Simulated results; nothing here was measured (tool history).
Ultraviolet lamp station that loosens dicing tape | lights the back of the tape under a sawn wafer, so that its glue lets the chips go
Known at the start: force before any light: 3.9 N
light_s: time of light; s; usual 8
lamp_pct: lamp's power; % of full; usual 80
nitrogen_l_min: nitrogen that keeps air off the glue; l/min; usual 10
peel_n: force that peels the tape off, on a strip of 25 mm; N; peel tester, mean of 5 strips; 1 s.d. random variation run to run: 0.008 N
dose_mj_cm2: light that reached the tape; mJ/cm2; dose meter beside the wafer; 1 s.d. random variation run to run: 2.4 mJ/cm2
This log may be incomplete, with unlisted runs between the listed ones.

run,hour,light_s,lamp_pct,nitrogen_l_min,peel_n,dose_mj_cm2
1,0.0,8,80,10,0.397,208
2,13.3,10,80,10,0.306,257
3,33.9,10,80,10,0.310,260
4,44.6,10,80,10,0.315,256
5,66.7,10,80,10,0.310,254
# hour 81.6: window cleaned of glue's vapour
6,90.3,10,80,10,0.319,239
7,108.6,10,80,10,0.328,240
8,127.9,10,80,10,0.309,236
9,140.1,10,80,10,0.346,239
10,152.4,12,80,10,0.267,284
# hour 171.6: window cleaned of glue's vapour, once more
11,174.8,12,80,10,0.241,346
12,186.5,12,80,10,0.236,344
13,207.0,8,70,10,0.420,198
14,222.9,8,70,10,0.414,197
15,241.1,8,70,10,0.405,199
16,260.1,8,70,10,0.428,199
17,274.2,8,70,10,0.418,197
18,288.0,8,70,10,0.434,195
19,306.6,8,80,10,0.363,221
20,320.9,8,80,10,0.356,225
21,335.0,8,80,10,0.372,226
22,347.2,8,80,10,0.380,224
23,358.2,8,91,10,0.305,249
24,376.7,11,91,3,0.418,344
25,398.5,8,82,10,0.362,220
26,420.0,8,82,10,0.354,223
27,431.2,6,82,13,0.461,167
28,451.0,9,80,10,0.317,241
29,465.5,8,94,10,0.304,250
30,484.1,16,74,5,0.263,397
31,494.0,7,65,6,0.867,153
32,504.2,7,88,6,0.544,207
33,518.3,15,88,13,0.218,442
34,540.3,8,65,3,1.123,166
35,550.3,10,62,15,0.342,206
36,568.0,4,80,3,1.727,106
37,580.0,13,93,17,0.196,395
38,592.5,13,65,7,0.331,276
39,611.2,13,65,7,0.332,275
40,626.3,13,90,4,0.297,379
41,648.8,5,83,18,0.564,135
42,659.9,7,66,3,1.252,151
43,672.5,5,67,11,0.962,109

3 ways to go on from here, each from the tool as it stands after run 43. What would each give?
A,687.1,6,80,10,?,?
B,687.1,11,79,10,?,?
C,687.1,5,65,7,?,?

run,peel_n,dose_mj_cm2
A,0.635,152
B,0.269,278
C,1.250,100
Had the tool no hidden state, the same runs would have come out as:
run,peel_n,dose_mj_cm2
A,0.471,187
B,0.229,341
C,0.992,123
